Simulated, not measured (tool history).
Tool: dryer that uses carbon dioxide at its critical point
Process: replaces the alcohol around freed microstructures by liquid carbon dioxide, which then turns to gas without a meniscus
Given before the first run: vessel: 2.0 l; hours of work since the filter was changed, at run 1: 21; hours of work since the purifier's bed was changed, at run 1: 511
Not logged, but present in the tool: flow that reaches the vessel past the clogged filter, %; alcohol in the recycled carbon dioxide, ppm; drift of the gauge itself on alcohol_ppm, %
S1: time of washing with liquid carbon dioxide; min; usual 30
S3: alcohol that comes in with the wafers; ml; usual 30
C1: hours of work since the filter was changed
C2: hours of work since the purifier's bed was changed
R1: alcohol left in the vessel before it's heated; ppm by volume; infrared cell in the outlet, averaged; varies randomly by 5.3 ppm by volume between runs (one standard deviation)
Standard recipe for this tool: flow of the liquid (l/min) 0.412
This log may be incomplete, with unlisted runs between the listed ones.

Run 1, hour 0: usual settings; C1 21; C2 511. Result: R1 170 ppm by volume.
Run 2, hour 30.9: usual settings; C1 35; C2 524. Result: R1 175 ppm by volume.
Run 3, hour 63.1: usual settings; C1 49; C2 538. Result: R1 169 ppm by volume.
Run 4, hour 98.3: usual settings; C1 64; C2 553. Result: R1 183 ppm by volume.
Run 5, hour 121: usual settings; C1 74; C2 563. Result: R1 180 ppm by volume.
Run 6, hour 139.4: usual settings but S3 31 ml; C1 82; C2 571. Result: R1 181 ppm by volume.
Run 7, hour 172.1: usual settings but S3 31 ml; C1 96; C2 586. Result: R1 189 ppm by volume.
Run 8, hour 194.5: usual settings but S3 31 ml; C1 106; C2 595. Result: R1 192 ppm by volume.
Run 9, hour 214.1: usual settings but S3 31 ml; C1 115; C2 604. Result: R1 199 ppm by volume.
Run 10, hour 249.8: usual settings but S1 45 min, S3 31 ml; C1 130; C2 619. Result: R1 74 ppm by volume.
Run 11, hour 268: usual settings but S1 45 min, S3 31 ml; C1 138; C2 627. Result: R1 75 ppm by volume.
Run 12, hour 294.3: usual settings but S1 45 min, S3 31 ml; C1 150; C2 639. Result: R1 81 ppm by volume.
Run 13, hour 329.2: usual settings; C1 165; C2 654. Result: R1 205 ppm by volume.
Run 14, hour 344.9: usual settings but S3 60 ml; C1 172; C2 661. Result: R1 349 ppm by volume.
Run 15, hour 372.7: usual settings but S1 25 min; C1 184; C2 673. Result: R1 383 ppm by volume.
Run 16, hour 407.5: usual settings but S1 25 min; C1 199; C2 688. Result: R1 386 ppm by volume.
Run 17, hour 433.3: usual settings but S1 42 min, flow of the liquid (l/min) 0.258, S3 70 ml; C1 210; C2 699. Result: R1 658 ppm by volume.
Run 18, hour 460.2: usual settings but S1 42 min, flow of the liquid (l/min) 0.327, S3 23 ml; C1 222; C2 711. Result: R1 143 ppm by volume.
Run 19, hour 490.9: usual settings but S1 42 min, flow of the liquid (l/min) 0.409, S3 69 ml; C1 235; C2 724. Result: R1 136 ppm by volume.
Run 20, hour 518.3: usual settings but S1 42 min, flow of the liquid (l/min) 0.409, S3 69 ml; C1 247; C2 736. Result: R1 131 ppm by volume.
Run 21, hour 554: usual settings but S1 42 min, flow of the liquid (l/min) 0.409, S3 69 ml; C1 263; C2 752. Result: R1 138 ppm by volume.
Run 22, hour 576.9: usual settings but S1 42 min, flow of the liquid (l/min) 0.409, S3 69 ml; C1 273; C2 762. Result: R1 132 ppm by volume.
Run 23, hour 605.7: usual settings but S1 42 min, flow of the liquid (l/min) 0.409, S3 69 ml; C1 285; C2 774. Result: R1 140 ppm by volume.
Run 24, hour 629.2: usual settings but S1 37 min, flow of the liquid (l/min) 0.485, S3 38 ml; C1 296; C2 785. Result: R1 106 ppm by volume.
Run 25, hour 650.5: usual settings but S1 37 min, flow of the liquid (l/min) 0.485, S3 38 ml; C1 305; C2 794. Result: R1 112 ppm by volume.
Run 26, hour 668.5: usual settings but flow of the liquid (l/min) 0.489, S3 64 ml; C1 313; C2 802. Result: R1 249 ppm by volume.
At hour 679.5: purifier's bed changed.
Run 27, hour 701.2: usual settings but S1 45 min, flow of the liquid (l/min) 0.435; C1 326; C2 9. Result: R1 19 ppm by volume.
Run 28, hour 730: usual settings but S1 26 min, flow of the liquid (l/min) 0.285, S3 111 ml; C1 338; C2 22. Result: R1 3819 ppm by volume.
Run 29, hour 763.4: usual settings but S1 26 min, flow of the liquid (l/min) 0.285, S3 111 ml; C1 353; C2 37. Result: R1 3872 ppm by volume.
Run 30, hour 791.8: usual settings but S1 21 min, flow of the liquid (l/min) 0.512, S3 93 ml; C1 365; C2 49. Result: R1 1094 ppm by volume.

Hidden state or all else? Some run-to-run changes of R1, split into what the settings, what came in and random variation would give without the hidden state, and what is left for the hidden state (with any gauge scatter that isn't in both results):
Run 17 -> 18: flow of the liquid (l/min) 0.258 -> 0.327, S3 70 -> 23. R1 -515 ppm by volume: hidden state -124, all else -391.
Run 26 -> 27: S1 30 -> 45, flow of the liquid (l/min) 0.489 -> 0.435, S3 64 -> 30, purifier's bed changed. R1 -230 ppm by volume: hidden state -135, all else -95.
Run 27 -> 28: S1 45 -> 26, flow of the liquid (l/min) 0.435 -> 0.285, S3 30 -> 111. R1 +3800 ppm by volume: hidden state +1006, all else +2794.
Run 29 -> 30: S1 26 -> 21, flow of the liquid (l/min) 0.285 -> 0.512, S3 111 -> 93. R1 -2778 ppm by volume: hidden state -652, all else -2126.
